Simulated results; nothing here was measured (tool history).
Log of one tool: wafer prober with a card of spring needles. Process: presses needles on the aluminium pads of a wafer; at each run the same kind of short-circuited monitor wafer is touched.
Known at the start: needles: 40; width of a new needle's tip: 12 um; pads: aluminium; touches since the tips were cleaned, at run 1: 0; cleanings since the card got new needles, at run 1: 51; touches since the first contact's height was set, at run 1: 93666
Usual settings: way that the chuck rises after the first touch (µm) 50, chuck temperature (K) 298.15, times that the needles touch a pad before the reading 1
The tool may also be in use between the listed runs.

run,hour,way that the chuck rises after the first touch (µm),chuck temperature (K),times that the needles touch a pad before the reading,touches since the tips were cleaned,cleanings since the card got new needles,touches since the first contact's height was set,resistance of one needle with its contact and lead (mohm),way that a needle slides on the pad (µm)
1,0.0,50,298.15,1,0,51,93666,130,10.17
# hour 12.1: tips cleaned on abrasive film
2,16.4,45,298.15,1,2272,52,102138,185,9.10
# hour 24.1: tips cleaned on abrasive film
3,30.4,45,298.15,1,3304,53,109347,196,9.10
# hour 36.4: tips cleaned on abrasive film
# hour 42.1: height of the first contact set anew
# hour 47.9: tips cleaned on abrasive film
4,52.8,45,298.15,1,2541,55,5527,187,9.29
# hour 61.3: tips cleaned on abrasive film
5,66.7,45,298.15,1,2836,56,12670,184,9.26
# hour 72.5: tips cleaned on abrasive film
# hour 85.5: tips cleaned on abrasive film
6,94.1,50,318.15,1,4450,58,26776,194,10.30
# hour 97.9: tips cleaned on abrasive film
7,108.1,50,318.15,1,5256,59,33948,206,10.33
# hour 110.0: tips cleaned on abrasive film
# hour 122.6: tips cleaned on abrasive film
# hour 135.1: tips cleaned on abrasive film
8,137.6,50,318.15,1,1323,62,49122,159,10.25
# hour 147.7: tips cleaned on abrasive film
# hour 161.0: tips cleaned on abrasive film
9,163.3,50,318.15,1,1183,64,62310,153,10.22
# hour 174.1: tips cleaned on abrasive film
10,185.0,50,298.15,1,5628,65,73513,205,10.22
# hour 187.0: tips cleaned on abrasive film
# hour 198.5: tips cleaned on abrasive film
11,201.8,69,298.15,1,1725,67,82161,146,14.11
# hour 210.3: tips cleaned on abrasive film
# hour 223.2: tips cleaned on abrasive film
12,226.9,39,298.15,2,1892,69,95031,167,7.88
# hour 235.7: tips cleaned on abrasive film
13,238.9,44,298.15,1,1655,70,101219,174,8.92
# hour 248.4: tips cleaned on abrasive film
14,258.4,38,298.15,1,5183,71,111277,253,7.64
# hour 260.7: tips cleaned on abrasive film
# hour 264.3: height of the first contact set anew
# hour 273.2: tips cleaned on abrasive film
# hour 286.1: tips cleaned on abrasive film
15,287.4,47,298.15,2,665,74,11844,142,9.70
# hour 298.4: tips cleaned on abrasive film
# hour 310.1: tips cleaned on abrasive film
16,312.9,31,298.15,2,1436,76,24946,177,6.35
# hour 321.6: tips cleaned on abrasive film
# hour 333.5: tips cleaned on abrasive film
17,338.9,50,303.15,1,2765,78,38327,178,10.26
# hour 344.7: tips cleaned on abrasive film
# hour 357.1: tips cleaned on abrasive film
18,358.6,50,303.15,1,792,80,48455,149,10.25
# hour 369.4: tips cleaned on abrasive film
# hour 380.9: tips cleaned on abrasive film
19,381.9,49,303.15,3,521,82,60447,131,10.02
# hour 392.5: tips cleaned on abrasive film
20,395.3,50,298.15,1,1468,83,67326,160,10.21
# hour 403.9: tips cleaned on abrasive film
# hour 415.6: tips cleaned on abrasive film
21,420.2,50,298.15,1,2385,85,80151,181,10.18
# hour 427.8: tips cleaned on abrasive film
# hour 439.3: tips cleaned on abrasive film
22,448.9,53,300.15,1,4983,87,94912,197,10.75

How the hidden state differs across the entries between the runs, from the last listed run before each to the first after it:
Between runs 1 and 2: tips cleaned on abrasive film (hour 12.1)
  debris on the tips, nm: 5.6 -> 42.5; way that the needles fall short of the set height, um: 0.79 -> 0.85; tips' diameter, um: 12.96 -> 12.99
  measured less the result without the state, resistance of one needle with its contact and lead (mohm): +7 -> +57; way that a needle slides on the pad (µm): -0.16 -> -0.17
Between runs 2 and 3: tips cleaned on abrasive film (hour 24.1)
  debris on the tips, nm: 42.5 -> 54.5; way that the needles fall short of the set height, um: 0.85 -> 0.89; tips' diameter, um: 12.99 -> 13
  measured less the result without the state, resistance of one needle with its contact and lead (mohm): +57 -> +72; way that a needle slides on the pad (µm): -0.17 -> -0.18
Between runs 3 and 4: tips cleaned on abrasive film (hour 36.4); height of the first contact set anew (hour 42.1); tips cleaned on abrasive film (hour 47.9)
  debris on the tips, nm: 54.5 -> 46.4; way that the needles fall short of the set height, um: 0.89 -> 0.05; tips' diameter, um: 13 -> 13.03
  measured less the result without the state, resistance of one needle with its contact and lead (mohm): +72 -> +60; way that a needle slides on the pad (µm): -0.18 -> -0.01
Between runs 4 and 5: tips cleaned on abrasive film (hour 61.3)
  debris on the tips, nm: 46.4 -> 44.6; way that the needles fall short of the set height, um: 0.05 -> 0.11; tips' diameter, um: 13.03 -> 13.06
  measured less the result without the state, resistance of one needle with its contact and lead (mohm): +60 -> +58; way that a needle slides on the pad (µm): -0.01 -> -0.02
Between runs 5 and 6: tips cleaned on abrasive film (hour 72.5); tips cleaned on abrasive film (hour 85.5)
  debris on the tips, nm: 44.6 -> 62.9; way that the needles fall short of the set height, um: 0.11 -> 0.21; tips' diameter, um: 13.06 -> 13.09
  measured less the result without the state, resistance of one needle with its contact and lead (mohm): +58 -> +67; way that a needle slides on the pad (µm): -0.02 -> -0.04
Between runs 6 and 7: tips cleaned on abrasive film (hour 97.9)
  debris on the tips, nm: 62.9 -> 72.7; way that the needles fall short of the set height, um: 0.21 -> 0.26; tips' diameter, um: 13.09 -> 13.11
  measured less the result without the state, resistance of one needle with its contact and lead (mohm): +67 -> +78; way that a needle slides on the pad (µm): -0.04 -> -0.05
Between runs 7 and 8: tips cleaned on abrasive film (hour 110.0); tips cleaned on abrasive film (hour 122.6); tips cleaned on abrasive film (hour 135.1)
  debris on the tips, nm: 72.7 -> 27.4; way that the needles fall short of the set height, um: 0.26 -> 0.43; tips' diameter, um: 13.11 -> 13.17
  measured less the result without the state, resistance of one needle with its contact and lead (mohm): +78 -> +30; way that a needle slides on the pad (µm): -0.05 -> -0.09
Between runs 8 and 9: tips cleaned on abrasive film (hour 147.7); tips cleaned on abrasive film (hour 161.0)
  debris on the tips, nm: 27.4 -> 22.7; way that the needles fall short of the set height, um: 0.43 -> 0.54; tips' diameter, um: 13.17 -> 13.21
  measured less the result without the state, resistance of one needle with its contact and lead (mohm): +30 -> +26; way that a needle slides on the pad (µm): -0.09 -> -0.11
Between runs 9 and 10: tips cleaned on abrasive film (hour 174.1)
  debris on the tips, nm: 22.7 -> 71.8; way that the needles fall short of the set height, um: 0.54 -> 0.58; tips' diameter, um: 13.21 -> 13.22
  measured less the result without the state, resistance of one needle with its contact and lead (mohm): +26 -> +81; way that a needle slides on the pad (µm): -0.11 -> -0.12
Between runs 10 and 11: tips cleaned on abrasive film (hour 187.0); tips cleaned on abrasive film (hour 198.5)
  debris on the tips, nm: 71.8 -> 34.7; way that the needles fall short of the set height, um: 0.58 -> 0.71; tips' diameter, um: 13.22 -> 13.27
  measured less the result without the state, resistance of one needle with its contact and lead (mohm): +81 -> +24; way that a needle slides on the pad (µm): -0.12 -> -0.15
Between runs 11 and 12: tips cleaned on abrasive film (hour 210.3); tips cleaned on abrasive film (hour 223.2)
  debris on the tips, nm: 34.7 -> 37.5; way that the needles fall short of the set height, um: 0.71 -> 0.83; tips' diameter, um: 13.27 -> 13.31
  measured less the result without the state, resistance of one needle with its contact and lead (mohm): +24 -> +40; way that a needle slides on the pad (µm): -0.15 -> -0.17
Between runs 12 and 13: tips cleaned on abrasive film (hour 235.7)
  debris on the tips, nm: 37.5 -> 34; way that the needles fall short of the set height, um: 0.83 -> 0.87; tips' diameter, um: 13.31 -> 13.32
  measured less the result without the state, resistance of one needle with its contact and lead (mohm): +40 -> +49; way that a needle slides on the pad (µm): -0.17 -> -0.18
Between runs 13 and 14: tips cleaned on abrasive film (hour 248.4)
  debris on the tips, nm: 34 -> 67.8; way that the needles fall short of the set height, um: 0.87 -> 0.91; tips' diameter, um: 13.32 -> 13.34
  measured less the result without the state, resistance of one needle with its contact and lead (mohm): +49 -> +125; way that a needle slides on the pad (µm): -0.18 -> -0.19
Between runs 14 and 15: tips cleaned on abrasive film (hour 260.7); height of the first contact set anew (hour 264.3); tips cleaned on abrasive film (hour 273.2); tips cleaned on abrasive film (hour 286.1)
  debris on the tips, nm: 67.8 -> 20.2; way that the needles fall short of the set height, um: 0.91 -> 0.11; tips' diameter, um: 13.34 -> 13.4
  measured less the result without the state, resistance of one needle with its contact and lead (mohm): +125 -> +16; way that a needle slides on the pad (µm): -0.19 -> -0.02
Between runs 15 and 16: tips cleaned on abrasive film (hour 298.4); tips cleaned on abrasive film (hour 310.1)
  debris on the tips, nm: 20.2 -> 29.6; way that the needles fall short of the set height, um: 0.11 -> 0.22; tips' diameter, um: 13.4 -> 13.44
  measured less the result without the state, resistance of one needle with its contact and lead (mohm): +16 -> +47; way that a needle slides on the pad (µm): -0.02 -> -0.04
Between runs 16 and 17: tips cleaned on abrasive film (hour 321.6); tips cleaned on abrasive film (hour 333.5)
  debris on the tips, nm: 29.6 -> 44.1; way that the needles fall short of the set height, um: 0.22 -> 0.31; tips' diameter, um: 13.44 -> 13.47
  measured less the result without the state, resistance of one needle with its contact and lead (mohm): +47 -> +51; way that a needle slides on the pad (µm): -0.04 -> -0.07
Between runs 17 and 18: tips cleaned on abrasive film (hour 344.7); tips cleaned on abrasive film (hour 357.1)
  debris on the tips, nm: 44.1 -> 20; way that the needles fall short of the set height, um: 0.31 -> 0.41; tips' diameter, um: 13.47 -> 13.5
  measured less the result without the state, resistance of one needle with its contact and lead (mohm): +51 -> +24; way that a needle slides on the pad (µm): -0.07 -> -0.08
Between runs 18 and 19: tips cleaned on abrasive film (hour 369.4); tips cleaned on abrasive film (hour 380.9)
  debris on the tips, nm: 20 -> 15.4; way that the needles fall short of the set height, um: 0.41 -> 0.51; tips' diameter, um: 13.5 -> 13.54
  measured less the result without the state, resistance of one needle with its contact and lead (mohm): +24 -> +7; way that a needle slides on the pad (µm): -0.08 -> -0.10
Between runs 19 and 20: tips cleaned on abrasive film (hour 392.5)
  debris on the tips, nm: 15.4 -> 30.1; way that the needles fall short of the set height, um: 0.51 -> 0.57; tips' diameter, um: 13.54 -> 13.56
  measured less the result without the state, resistance of one needle with its contact and lead (mohm): +7 -> +35; way that a needle slides on the pad (µm): -0.10 -> -0.12
Between runs 20 and 21: tips cleaned on abrasive film (hour 403.9); tips cleaned on abrasive film (hour 415.6)
  debris on the tips, nm: 30.1 -> 47.5; way that the needles fall short of the set height, um: 0.57 -> 0.69; tips' diameter, um: 13.56 -> 13.6
  measured less the result without the state, resistance of one needle with its contact and lead (mohm): +35 -> +56; way that a needle slides on the pad (µm): -0.12 -> -0.14
Between runs 21 and 22: tips cleaned on abrasive film (hour 427.8); tips cleaned on abrasive film (hour 439.3)
  debris on the tips, nm: 47.5 -> 67.9; way that the needles fall short of the set height, um: 0.69 -> 0.82; tips' diameter, um: 13.6 -> 13.65
  measured less the result without the state, resistance of one needle with its contact and lead (mohm): +56 -> +73; way that a needle slides on the pad (µm): -0.14 -> -0.17
